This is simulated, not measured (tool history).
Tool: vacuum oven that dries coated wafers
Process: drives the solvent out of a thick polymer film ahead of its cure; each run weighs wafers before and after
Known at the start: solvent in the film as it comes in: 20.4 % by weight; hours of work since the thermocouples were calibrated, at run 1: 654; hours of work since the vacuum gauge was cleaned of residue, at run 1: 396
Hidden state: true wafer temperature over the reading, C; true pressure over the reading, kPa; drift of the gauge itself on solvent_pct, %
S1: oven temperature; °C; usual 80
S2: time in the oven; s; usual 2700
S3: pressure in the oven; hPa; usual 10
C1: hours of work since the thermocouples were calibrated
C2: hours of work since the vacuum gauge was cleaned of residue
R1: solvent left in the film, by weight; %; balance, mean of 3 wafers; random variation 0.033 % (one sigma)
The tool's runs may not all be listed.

run	hour	S1	S2	S3	C1	C2	R1
1	0	80	2700	10	654	396	1.26
2	9.2	67	2700	10	660	402	3.35
3	18.3	67	2700	10	665	407	3.37
4	28.9	67	2700	10	672	414	3.34
5	46.3	67	2700	10	683	425	3.31
6	57.5	80	2040	10	690	432	1.93
7	72.3	80	2700	10	699	441	1.22
8	87.6	80	2700	10	709	451	1.17
9	104.6	80	2700	10	719	462	1.22
10	122.5	80	1860	10	731	473	2.24
11	130.5	80	2700	10	736	478	1.21
12	148.1	83	2700	10	747	489	0.94
13	164.5	80	2700	10	757	499	1.23
14	181.8	80	2700	11.7	768	510	1.3
# hour 185.1: oven's thermocouples calibrated
15	198.7	80	2700	10	9	519	1.24
16	216.9	80	2700	10	20	531	1.18
17	234.2	73	2700	10	31	542	2.07
# hour 244.6: oven's thermocouples calibrated, once more
18	251.4	73	2700	10	4	551	2.49
19	265.9	80	2700	6.2	13	560	1.14
20	282.8	79	2460	25.9	24	571	2.7
21	294.6	91	2700	10	31	578	0.6
22	305.2	91	2700	10	38	585	0.63
23	324	68	3840	10	50	597	2.17
24	341.5	68	3840	10	61	608	2.23
25	351.3	71	1800	18.2	67	614	5.29
26	364.1	88	2820	19.6	75	622	1.2
27	376.4	80	1320	5.4	83	630	3.76
28	389	73	2700	10	91	638	2.34
29	399.7	73	1680	19.5	97	644	5.2
30	411.6	73	1680	19.5	105	652	5.14
31	430.7	85	2700	10	117	664	0.92
32	440.7	85	2700	10	123	670	0.94
33	457.1	80	1740	25.7	133	680	3.62
34	469.2	74	4020	29.3	141	688	2.88
35	487.7	74	4020	29.3	153	700	2.81
36	497.3	74	4020	29.3	159	706	2.87
37	507.5	94	2700	22.8	165	712	0.93

The same runs without the tool's hidden state, with the same run-to-run variation:
run	R1
1	1.39
2	3.67
3	3.69
4	3.66
5	3.63
6	2.16
7	1.35
8	1.3
9	1.35
10	2.51
11	1.34
12	1.03
13	1.37
14	1.44
15	1.4
16	1.35
17	2.37
18	2.44
19	1.09
20	2.67
21	0.56
22	0.59
23	2.1
24	2.15
25	5.28
26	1.16
27	3.77
28	2.3
29	5.21
30	5.16
31	0.87
32	0.9
33	3.64
34	2.84
35	2.77
36	2.83
37	0.9
